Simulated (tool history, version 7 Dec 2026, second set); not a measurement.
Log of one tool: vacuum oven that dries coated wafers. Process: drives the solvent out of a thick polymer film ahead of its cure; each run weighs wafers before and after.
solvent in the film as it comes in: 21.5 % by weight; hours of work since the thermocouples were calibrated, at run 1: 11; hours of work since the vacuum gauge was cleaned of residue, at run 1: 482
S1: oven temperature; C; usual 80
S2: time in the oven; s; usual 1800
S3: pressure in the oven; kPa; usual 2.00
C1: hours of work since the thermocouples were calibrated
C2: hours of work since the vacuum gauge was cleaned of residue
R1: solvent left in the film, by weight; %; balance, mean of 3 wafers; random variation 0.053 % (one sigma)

Run 1, hour 0.0: usual settings; C1 11; C2 482. Result: R1 1.71 %.
Run 2, hour 16.7: usual settings but S2 1440 s; C1 18; C2 489. Result: R1 2.30 %.
Run 3, hour 47.2: usual settings but S2 1080 s; C1 32; C2 504. Result: R1 3.29 %.
Run 4, hour 66.0: usual settings but S1 77 C; C1 41; C2 512. Result: R1 2.21 %.
Run 5, hour 82.0: usual settings; C1 49; C2 520. Result: R1 1.85 %.
Run 6, hour 108.5: usual settings but S1 89 C; C1 61; C2 532. Result: R1 0.97 %.
Run 7, hour 129.1: usual settings but S3 1.06 kPa; C1 70; C2 542. Result: R1 1.34 %.
Run 8, hour 152.7: usual settings but S3 2.93 kPa; C1 81; C2 553. Result: R1 2.30 %.
Run 9, hour 184.9: usual settings but S3 2.93 kPa; C1 96; C2 567. Result: R1 2.48 %.
Run 10, hour 209.5: usual settings; C1 108; C2 579. Result: R1 1.94 %.
Run 11, hour 223.4: usual settings but S2 1620 s; C1 114; C2 585. Result: R1 2.12 %.
Run 12, hour 236.7: usual settings but S2 1620 s; C1 120; C2 591. Result: R1 2.04 %.
Run 13, hour 255.0: usual settings but S2 1620 s; C1 129; C2 600. Result: R1 2.15 %.
Run 14, hour 270.5: usual settings; C1 136; C2 607. Result: R1 1.82 %.
Run 15, hour 287.9: usual settings; C1 144; C2 615. Result: R1 1.91 %.
Run 16, hour 318.6: usual settings; C1 158; C2 629. Result: R1 1.96 %.
Run 17, hour 333.4: usual settings; C1 165; C2 636. Result: R1 1.81 %.
Run 18, hour 365.0: usual settings; C1 180; C2 651. Result: R1 1.92 %.
Run 19, hour 380.6: usual settings; C1 187; C2 658. Result: R1 1.90 %.
Run 20, hour 397.2: usual settings but S2 2220 s; C1 195; C2 666. Result: R1 1.64 %.
Run 21, hour 414.0: usual settings but S2 1080 s; C1 203; C2 674. Result: R1 3.57 %.
Run 22, hour 434.1: usual settings but S2 1080 s; C1 212; C2 683. Result: R1 3.53 %.
Run 23, hour 453.1: usual settings but S2 1080 s; C1 221; C2 692. Result: R1 3.45 %.
Run 24, hour 468.8: usual settings but S1 79 C, S2 1980 s, S3 6.47 kPa; C1 228; C2 699. Result: R1 4.69 %.
Run 25, hour 494.9: usual settings but S2 1980 s, S3 4.44 kPa; C1 240; C2 711. Result: R1 3.26 %.
Run 26, hour 519.9: usual settings but S1 81 C, S2 2580 s, S3 4.73 kPa; C1 252; C2 723. Result: R1 3.12 %.
Run 27, hour 542.2: usual settings but S1 81 C, S2 2580 s, S3 4.73 kPa; C1 262; C2 733. Result: R1 3.02 %.
Run 28, hour 574.0: usual settings but S1 81 C, S2 2580 s, S3 4.73 kPa; C1 277; C2 748. Result: R1 3.08 %.
Run 29, hour 592.9: usual settings but S1 74 C, S2 2460 s, S3 1.34 kPa; C1 286; C2 757. Result: R1 1.81 %.
Run 30, hour 605.9: usual settings but S1 86 C, S2 2160 s; C1 292; C2 763. Result: R1 1.19 %.
Run 31, hour 619.1: usual settings but S1 86 C, S2 2160 s; C1 298; C2 769. Result: R1 1.25 %.
Run 32, hour 642.4: usual settings but S1 83 C, S2 1620 s, S3 2.55 kPa; C1 309; C2 780. Result: R1 1.98 %.
Run 33, hour 674.0: usual settings but S1 73 C, S2 3120 s, S3 1.37 kPa; C1 323; C2 794. Result: R1 1.60 %.
Run 34, hour 695.4: usual settings but S1 73 C, S2 3120 s, S3 1.37 kPa; C1 333; C2 804. Result: R1 1.71 %.
Run 35, hour 717.9: usual settings but S1 73 C, S2 3120 s, S3 1.37 kPa; C1 344; C2 815. Result: R1 1.71 %.
Run 36, hour 748.2: usual settings but S1 75 C, S2 1380 s, S3 1.76 kPa; C1 358; C2 829. Result: R1 3.89 %.
Run 37, hour 764.9: usual settings but S1 75 C, S2 1380 s, S3 1.76 kPa; C1 365; C2 836. Result: R1 3.72 %.
Run 38, hour 795.4: usual settings but S2 2520 s; C1 379; C2 851. Result: R1 1.68 %.
Run 39, hour 820.8: usual settings but S1 65 C, S2 2520 s, S3 2.31 kPa; C1 391; C2 862. Result: R1 4.82 %.
Run 40, hour 851.5: usual settings but S1 83 C, S3 1.56 kPa; C1 405; C2 877. Result: R1 1.46 %.
Run 41, hour 872.2: usual settings but S1 83 C, S2 1860 s, S3 2.71 kPa; C1 415; C2 886. Result: R1 1.97 %.
Run 42, hour 898.2: usual settings but S1 83 C, S2 1860 s, S3 2.71 kPa; C1 427; C2 898. Result: R1 1.95 %.

Some steps in R1 between neighbouring runs. How much of each would the tool show without its hidden state too (settings, what came in, random variation), and how much is left for the hidden state, with any gauge scatter that isn't in both results?
The hidden state here: true wafer temperature over the reading, C; true pressure over the reading, kPa; drift of the gauge itself on solvent_pct, %.
Run 29 -> 30: S1 74 -> 86, S2 2460 -> 2160, S3 1.34 -> 2.00. R1 -0.62 %: hidden state -0.14, all else -0.48.
Run 35 -> 36: S1 73 -> 75, S2 3120 -> 1380, S3 1.37 -> 1.76. R1 +2.18 %: hidden state +0.07, all else +2.11.
Run 38 -> 39: S1 80 -> 65, S3 2.00 -> 2.31. R1 +3.14 %: hidden state +0.35, all else +2.79.
Run 39 -> 40: S1 65 -> 83, S2 2520 -> 1800, S3 2.31 -> 1.56. R1 -3.36 %: hidden state -0.35, all else -3.01.

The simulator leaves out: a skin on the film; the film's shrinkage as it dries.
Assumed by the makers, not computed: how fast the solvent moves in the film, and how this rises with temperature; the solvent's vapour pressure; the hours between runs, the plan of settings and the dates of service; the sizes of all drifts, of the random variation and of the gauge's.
